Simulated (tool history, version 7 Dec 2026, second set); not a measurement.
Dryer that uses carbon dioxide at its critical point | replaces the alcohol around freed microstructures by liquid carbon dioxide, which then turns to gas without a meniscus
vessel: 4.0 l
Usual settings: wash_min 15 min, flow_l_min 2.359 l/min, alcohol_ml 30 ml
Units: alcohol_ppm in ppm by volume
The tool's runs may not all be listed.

Run 1, day 0.000: usual settings. Result: alcohol_ppm 60 ppm by volume.
Run 2, day 1.246: usual settings. Result: alcohol_ppm 77 ppm by volume.
At day 1.817: inlet filter changed.
Run 3, day 1.817: usual settings. Result: alcohol_ppm 48 ppm by volume.
Run 4, day 2.767: usual settings but wash_min 12 min. Result: alcohol_ppm 94 ppm by volume.
Run 5, day 3.950: usual settings but wash_min 12 min. Result: alcohol_ppm 87 ppm by volume.
Run 6, day 4.921: usual settings but wash_min 11 min. Result: alcohol_ppm 118 ppm by volume.
Run 7, day 6.092: usual settings but wash_min 11 min. Result: alcohol_ppm 126 ppm by volume.
Run 8, day 7.279: usual settings but wash_min 11 min. Result: alcohol_ppm 132 ppm by volume.
Run 9, day 8.458: usual settings but alcohol_ml 35 ml. Result: alcohol_ppm 85 ppm by volume.
Run 10, day 9.333: usual settings but alcohol_ml 35 ml. Result: alcohol_ppm 88 ppm by volume.
Run 11, day 10.396: usual settings but alcohol_ml 35 ml. Result: alcohol_ppm 88 ppm by volume.
Run 12, day 10.912: usual settings but alcohol_ml 35 ml. Result: alcohol_ppm 99 ppm by volume.
Run 13, day 11.517: usual settings. Result: alcohol_ppm 93 ppm by volume.
Run 14, day 12.133: usual settings. Result: alcohol_ppm 95 ppm by volume.
Run 15, day 13.404: usual settings. Result: alcohol_ppm 106 ppm by volume.
Run 16, day 14.442: usual settings. Result: alcohol_ppm 116 ppm by volume.
Run 17, day 15.704: usual settings. Result: alcohol_ppm 111 ppm by volume.
Run 18, day 16.317: usual settings but flow_l_min 2.520 l/min. Result: alcohol_ppm 110 ppm by volume.
Run 19, day 17.375: usual settings but flow_l_min 2.520 l/min. Result: alcohol_ppm 116 ppm by volume.
Run 20, day 18.608: usual settings but flow_l_min 3.600 l/min. Result: alcohol_ppm 110 ppm by volume.
Run 21, day 19.404: usual settings but flow_l_min 3.600 l/min. Result: alcohol_ppm 113 ppm by volume.
Run 22, day 20.108: usual settings but flow_l_min 3.600 l/min. Result: alcohol_ppm 121 ppm by volume.
Run 23, day 20.871: usual settings but flow_l_min 3.600 l/min. Result: alcohol_ppm 113 ppm by volume.
Run 24, day 21.833: usual settings but flow_l_min 3.600 l/min, alcohol_ml 73 ml. Result: alcohol_ppm 129 ppm by volume.
Run 25, day 22.521: usual settings but flow_l_min 3.600 l/min, alcohol_ml 73 ml. Result: alcohol_ppm 131 ppm by volume.
Run 26, day 23.671: usual settings but flow_l_min 2.890 l/min, alcohol_ml 49 ml. Result: alcohol_ppm 138 ppm by volume.
Run 27, day 24.371: usual settings but wash_min 20 min, flow_l_min 3.580 l/min, alcohol_ml 22 ml. Result: alcohol_ppm 132 ppm by volume.
Run 28, day 25.421: usual settings but wash_min 20 min, flow_l_min 3.580 l/min, alcohol_ml 22 ml. Result: alcohol_ppm 148 ppm by volume.
Run 29, day 25.933: usual settings but wash_min 24 min, flow_l_min 3.860 l/min, alcohol_ml 39 ml. Result: alcohol_ppm 134 ppm by volume.
Run 30, day 26.492: usual settings but wash_min 24 min, flow_l_min 3.860 l/min, alcohol_ml 39 ml. Result: alcohol_ppm 132 ppm by volume.
Run 31, day 27.412: usual settings but flow_l_min 3.530 l/min, alcohol_ml 42 ml. Result: alcohol_ppm 141 ppm by volume.

Forecast run 32:
Run 32, day 28.525: usual settings but flow_l_min 3.530 l/min, alcohol_ml 42 ml. Result: alcohol_ppm ?.

{"run 32": {"alcohol_ppm": 140}}
Without the tool's hidden state the same run would have given alcohol_ppm 0 ppm by volume.
